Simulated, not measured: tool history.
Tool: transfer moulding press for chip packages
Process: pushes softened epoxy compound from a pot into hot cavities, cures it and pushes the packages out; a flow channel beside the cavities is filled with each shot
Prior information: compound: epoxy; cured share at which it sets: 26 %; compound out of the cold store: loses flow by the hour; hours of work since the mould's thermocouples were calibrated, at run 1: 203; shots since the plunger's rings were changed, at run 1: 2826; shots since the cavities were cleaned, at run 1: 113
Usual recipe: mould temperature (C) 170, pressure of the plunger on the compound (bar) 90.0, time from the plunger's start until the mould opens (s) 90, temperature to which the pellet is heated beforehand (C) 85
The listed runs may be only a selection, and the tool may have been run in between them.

run   hour  mould temperature (C)  pressure of the plunger on the compound (bar)  time from the plunger's start until the mould opens (s)  temperature to which the pellet is heated beforehand (C)  hours of work since the mould's thermocouples were calibrated  shots since the plunger's rings were changed  shots since the cavities were cleaned  incoming compound's hours out of the cold store  length that the compound runs in the flow channel (mm)  greatest force on the pins that push the packages out (N)
  1    0.0                    170                                           90.0                                                       90                                                        85                                                            203                                          2826                                    113                                             24.3                                                     868                                                        597
  2    8.9                    170                                           90.0                                                       90                                                        85                                                            210                                          2944                                    231                                             45.7                                                     761                                                        640
  3   16.5                    170                                           90.0                                                       90                                                        85                                                            216                                          3045                                    332                                             43.6                                                     770                                                        701
  4   23.4                    170                                           90.0                                                       90                                                        85                                                            221                                          3136                                    423                                             35.6                                                     812                                                        747
  5   28.8                    170                                           90.0                                                       90                                                        85                                                            225                                          3207                                    494                                             37.6                                                     799                                                        794
  6   37.5                    170                                           90.0                                                       90                                                        85                                                            231                                          3322                                    609                                             41.1                                                     781                                                        817
  7   45.2                    170                                           90.0                                                       90                                                        85                                                            237                                          3425                                    712                                             26.9                                                     854                                                        847
  8   52.1                    170                                           90.0                                                       90                                                        95                                                            242                                          3516                                    803                                             47.6                                                     747                                                        839
  9   60.7                    170                                           90.0                                                       90                                                        82                                                            249                                          3630                                    917                                             15.4                                                     909                                                        957
 10   69.9                    170                                           90.0                                                       90                                                        82                                                            255                                          3752                                   1039                                             43.9                                                     767                                                        939
      72.9  -- cavities cleaned with cleaning compound and waxed
 11   78.0                    170                                           90.0                                                       90                                                        82                                                            260                                          3840                                     68                                             24.2                                                     861                                                        588
 12   86.6                    170                                           90.0                                                       90                                                        87                                                            267                                          3953                                    181                                             20.2                                                     881                                                        636
 13   92.6                    170                                           90.0                                                       90                                                        85                                                            271                                          4033                                    261                                             34.3                                                     811                                                        691
 14  100.8                    169                                           90.0                                                       90                                                        85                                                            277                                          4142                                    370                                             39.5                                                     785                                                        760
 15  110.6                    167                                           70.2                                                       90                                                        85                                                            285                                          4271                                    499                                             18.9                                                     795                                                        985
 16  117.8                    168                                           68.7                                                       90                                                        85                                                            290                                          4367                                    595                                             44.2                                                     667                                                        910
 17  125.4                    165                                           75.1                                                       90                                                        91                                                            296                                          4468                                    696                                             37.0                                                     738                                                       1139
 18  132.4                    165                                          106.7                                                       79                                                        94                                                            301                                          4561                                    789                                             22.4                                                     957                                                       1804
 19  140.3                    172                                          106.7                                                       90                                                        94                                                            307                                          4665                                    893                                             45.4                                                     814                                                        822
 20  144.6                    172                                          106.7                                                      129                                                        94                                                            310                                          4722                                    950                                             10.1                                                    1005                                                        764
     154.3  -- cavities cleaned with cleaning compound and waxed
 21  155.2                    170                                           77.3                                                       92                                                        83                                                            317                                          4842                                     11                                              8.3                                                     873                                                        525
 22  160.8                    170                                           86.5                                                      129                                                        85                                                            321                                          4917                                     86                                             30.1                                                     810                                                        428
 23  165.0                    170                                           72.7                                                       72                                                        85                                                            324                                          4973                                    142                                             35.1                                                     724                                                       1024
 24  173.2                    170                                           89.0                                                       72                                                        85                                                            330                                          5081                                    250                                             38.9                                                     776                                                       1148
 25  177.4                    170                                          105.1                                                       97                                                        85                                                            333                                          5136                                    305                                             20.6                                                     941                                                        660

Predict the results of run 26:
 26  185.9                    170                                           77.3                                                       90                                                        85                                                            340                                          5249                                    418                                             18.3                                                       ?                                                          ?

length that the compound runs in the flow channel (mm): 820
greatest force on the pins that push the packages out (N): 811
The same run, on a tool lacking any hidden state, would have yielded length that the compound runs in the flow channel (mm) 853, greatest force on the pins that push the packages out (N) 509.
